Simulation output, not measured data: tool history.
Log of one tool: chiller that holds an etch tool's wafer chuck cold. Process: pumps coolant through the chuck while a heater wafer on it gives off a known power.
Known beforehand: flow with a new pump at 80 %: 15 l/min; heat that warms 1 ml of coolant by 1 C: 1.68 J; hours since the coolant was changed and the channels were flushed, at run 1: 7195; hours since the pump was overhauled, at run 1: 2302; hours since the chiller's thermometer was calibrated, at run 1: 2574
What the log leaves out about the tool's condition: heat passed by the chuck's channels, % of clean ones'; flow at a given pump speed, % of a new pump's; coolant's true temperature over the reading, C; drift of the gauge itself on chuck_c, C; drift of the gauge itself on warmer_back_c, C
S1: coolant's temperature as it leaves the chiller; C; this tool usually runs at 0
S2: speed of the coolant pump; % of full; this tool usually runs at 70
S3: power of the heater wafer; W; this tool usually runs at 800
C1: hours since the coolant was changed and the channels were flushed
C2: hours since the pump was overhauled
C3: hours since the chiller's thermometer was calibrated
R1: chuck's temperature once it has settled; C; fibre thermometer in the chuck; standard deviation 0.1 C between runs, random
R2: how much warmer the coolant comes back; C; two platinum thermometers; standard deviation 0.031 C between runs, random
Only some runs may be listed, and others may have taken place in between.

{"run": 1, "hour": 0.0, "S1": 0, "S2": 70, "S3": 800, "C1": 7195, "C2": 2302, "C3": 2574, "R1": 7.0, "R2": 2.27}
{"run": 2, "hour": 135.8, "S1": 0, "S2": 70, "S3": 800, "C1": 7330, "C2": 2438, "C3": 2710, "R1": 7.2, "R2": 2.28}
{"run": 3, "hour": 301.8, "S1": 0, "S2": 70, "S3": 707, "C1": 7496, "C2": 2604, "C3": 2876, "R1": 6.4, "R2": 2.04}
{"run": 4, "hour": 490.5, "S1": 0, "S2": 70, "S3": 915, "C1": 7685, "C2": 2793, "C3": 3065, "R1": 8.3, "R2": 2.68}
{"run": 5, "hour": 636.4, "S1": -5, "S2": 70, "S3": 915, "C1": 7831, "C2": 2939, "C3": 3211, "R1": 3.5, "R2": 2.65}
{"hour": 745.2, "done": "chiller's thermometer calibrated"}
{"run": 6, "hour": 788.6, "S1": 0, "S2": 70, "S3": 800, "C1": 7982, "C2": 3090, "C3": 43, "R1": 7.6, "R2": 2.32}
{"run": 7, "hour": 885.6, "S1": 0, "S2": 70, "S3": 926, "C1": 8079, "C2": 3187, "C3": 140, "R1": 8.7, "R2": 2.63}
{"run": 8, "hour": 1062.4, "S1": 0, "S2": 70, "S3": 926, "C1": 8256, "C2": 3364, "C3": 317, "R1": 8.9, "R2": 2.69}
{"run": 9, "hour": 1199.6, "S1": 0, "S2": 70, "S3": 926, "C1": 8393, "C2": 3501, "C3": 454, "R1": 8.9, "R2": 2.65}
{"run": 10, "hour": 1365.7, "S1": 0, "S2": 70, "S3": 800, "C1": 8559, "C2": 3667, "C3": 621, "R1": 7.9, "R2": 2.28}
{"run": 11, "hour": 1471.8, "S1": 0, "S2": 70, "S3": 800, "C1": 8665, "C2": 3773, "C3": 727, "R1": 7.7, "R2": 2.33}
{"hour": 1591.2, "done": "chiller's thermometer calibrated, once more"}
{"run": 12, "hour": 1687.9, "S1": 0, "S2": 70, "S3": 800, "C1": 8880, "C2": 3988, "C3": 97, "R1": 7.4, "R2": 2.37}
{"run": 13, "hour": 1789.0, "S1": 0, "S2": 70, "S3": 800, "C1": 8982, "C2": 4089, "C3": 198, "R1": 7.4, "R2": 2.3}
{"run": 14, "hour": 1982.8, "S1": 0, "S2": 70, "S3": 800, "C1": 9175, "C2": 4283, "C3": 392, "R1": 7.5, "R2": 2.35}
{"hour": 2025.1, "done": "coolant changed, channels flushed"}
{"run": 15, "hour": 2204.2, "S1": 0, "S2": 70, "S3": 800, "C1": 179, "C2": 4498, "C3": 607, "R1": 6.3, "R2": 2.33}
{"run": 16, "hour": 2404.7, "S1": 0, "S2": 70, "S3": 800, "C1": 380, "C2": 4699, "C3": 808, "R1": 6.2, "R2": 2.34}
{"run": 17, "hour": 2594.1, "S1": 0, "S2": 70, "S3": 800, "C1": 569, "C2": 4888, "C3": 997, "R1": 6.3, "R2": 2.38}
{"run": 18, "hour": 2789.2, "S1": 3, "S2": 87, "S3": 803, "C1": 764, "C2": 5083, "C3": 1192, "R1": 8.2, "R2": 1.88}
{"run": 19, "hour": 2907.3, "S1": 0, "S2": 70, "S3": 451, "C1": 882, "C2": 5201, "C3": 1310, "R1": 3.7, "R2": 1.31}
{"run": 20, "hour": 3054.1, "S1": 3, "S2": 72, "S3": 766, "C1": 1029, "C2": 5348, "C3": 1457, "R1": 9.1, "R2": 2.19}
{"run": 21, "hour": 3191.5, "S1": 0, "S2": 63, "S3": 473, "C1": 1166, "C2": 5486, "C3": 1594, "R1": 4.1, "R2": 1.59}
{"run": 22, "hour": 3282.0, "S1": -4, "S2": 63, "S3": 1038, "C1": 1257, "C2": 5576, "C3": 1685, "R1": 5.1, "R2": 3.48}
{"run": 23, "hour": 3411.4, "S1": 6, "S2": 77, "S3": 620, "C1": 1386, "C2": 5706, "C3": 1814, "R1": 10.7, "R2": 1.69}
{"run": 24, "hour": 3530.4, "S1": 6, "S2": 77, "S3": 620, "C1": 1505, "C2": 5825, "C3": 1933, "R1": 10.7, "R2": 1.69}
{"run": 25, "hour": 3683.9, "S1": 6, "S2": 77, "S3": 620, "C1": 1659, "C2": 5978, "C3": 2087, "R1": 10.8, "R2": 1.62}
{"run": 26, "hour": 3796.5, "S1": 6, "S2": 77, "S3": 620, "C1": 1771, "C2": 6091, "C3": 2199, "R1": 10.8, "R2": 1.67}
{"run": 27, "hour": 3922.6, "S1": 5, "S2": 85, "S3": 1051, "C1": 1898, "C2": 6217, "C3": 2325, "R1": 12.7, "R2": 2.57}
{"run": 28, "hour": 4050.3, "S1": 5, "S2": 85, "S3": 1051, "C1": 2025, "C2": 6344, "C3": 2453, "R1": 12.7, "R2": 2.57}
{"run": 29, "hour": 4172.3, "S1": 5, "S2": 85, "S3": 1051, "C1": 2147, "C2": 6466, "C3": 2575, "R1": 12.7, "R2": 2.54}
{"run": 30, "hour": 4310.2, "S1": 7, "S2": 85, "S3": 610, "C1": 2285, "C2": 6604, "C3": 2713, "R1": 11.5, "R2": 1.5}
{"run": 31, "hour": 4456.6, "S1": 4, "S2": 67, "S3": 588, "C1": 2431, "C2": 6751, "C3": 2859, "R1": 9.2, "R2": 1.88}

Forecast each of these 3 alternatives for the next run:
{"run": "A", "hour": 4581.7, "S1": -6, "S2": 65, "S3": 867, "C1": 2557, "C2": 6876, "C3": 2985, "R1": "?", "R2": "?"}
{"run": "B", "hour": 4581.7, "S1": 3, "S2": 63, "S3": 774, "C1": 2557, "C2": 6876, "C3": 2985, "R1": "?", "R2": "?"}
{"run": "C", "hour": 4581.7, "S1": 3, "S2": 86, "S3": 925, "C1": 2557, "C2": 6876, "C3": 2985, "R1": "?", "R2": "?"}

run=A R1=1.6 R2=2.84
run=B R1=10.0 R2=2.55
run=C R1=9.8 R2=2.26
Had the tool no hidden state, the same runs would have come out as:
run=A R1=0.6 R2=2.59
run=B R1=9.1 R2=2.32
run=C R1=8.9 R2=2.07
